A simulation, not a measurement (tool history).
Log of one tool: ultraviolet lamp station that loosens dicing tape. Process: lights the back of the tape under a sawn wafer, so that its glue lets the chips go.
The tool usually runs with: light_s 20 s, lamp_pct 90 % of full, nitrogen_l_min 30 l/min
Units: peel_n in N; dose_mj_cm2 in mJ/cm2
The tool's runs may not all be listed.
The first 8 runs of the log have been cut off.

run 9 day=9.904 | light_s=20 lamp_pct=82 nitrogen_l_min=30 | peel_n=0.857 dose_mj_cm2=320
run 10 day=11.100 | light_s=20 lamp_pct=82 nitrogen_l_min=30 | peel_n=0.920 dose_mj_cm2=321
run 11 day=12.154 | light_s=20 lamp_pct=82 nitrogen_l_min=30 | peel_n=0.877 dose_mj_cm2=319
run 12 day=13.692 | light_s=20 lamp_pct=64 nitrogen_l_min=30 | peel_n=1.368 dose_mj_cm2=251
run 13 day=14.692 | light_s=20 lamp_pct=64 nitrogen_l_min=30 | peel_n=1.373 dose_mj_cm2=244
run 14 day=16.162 | light_s=20 lamp_pct=64 nitrogen_l_min=30 | peel_n=1.371 dose_mj_cm2=245
run 15 day=17.858 | light_s=20 lamp_pct=67 nitrogen_l_min=30 | peel_n=1.274 dose_mj_cm2=255
run 16 day=19.338 | light_s=20 lamp_pct=67 nitrogen_l_min=30 | peel_n=1.324 dose_mj_cm2=254
run 17 day=20.404 | light_s=20 lamp_pct=90 nitrogen_l_min=30 | peel_n=0.792 dose_mj_cm2=330
run 18 day=21.200 | light_s=20 lamp_pct=63 nitrogen_l_min=30 | peel_n=1.489 dose_mj_cm2=234
run 19 day=22.167 | light_s=20 lamp_pct=90 nitrogen_l_min=16 | peel_n=1.293 dose_mj_cm2=335
run 20 day=23.567 | light_s=20 lamp_pct=90 nitrogen_l_min=30 | peel_n=0.856 dose_mj_cm2=329
run 21 day=24.458 | light_s=20 lamp_pct=90 nitrogen_l_min=30 | peel_n=0.852 dose_mj_cm2=330
run 22 day=25.712 | light_s=10 lamp_pct=90 nitrogen_l_min=30 | peel_n=2.334 dose_mj_cm2=165
run 23 day=26.871 | light_s=20 lamp_pct=90 nitrogen_l_min=41 | peel_n=0.676 dose_mj_cm2=326
run 24 day=28.621 | light_s=20 lamp_pct=96 nitrogen_l_min=28 | peel_n=0.820 dose_mj_cm2=343
run 25 day=29.650 | light_s=20 lamp_pct=83 nitrogen_l_min=27 | peel_n=1.094 dose_mj_cm2=297

Estimate the outcome of run 26 from the log above:
-- day=30.388 window cleaned of glue's vapour
run 26 day=30.742 | light_s=26 lamp_pct=75 nitrogen_l_min=10 | peel_n=? dose_mj_cm2=?

peel_n: 1.450 N
dose_mj_cm2: 372 mJ/cm2
With no hidden state in the tool, this same run would have given peel_n 1.129 N, dose_mj_cm2 437 mJ/cm2.

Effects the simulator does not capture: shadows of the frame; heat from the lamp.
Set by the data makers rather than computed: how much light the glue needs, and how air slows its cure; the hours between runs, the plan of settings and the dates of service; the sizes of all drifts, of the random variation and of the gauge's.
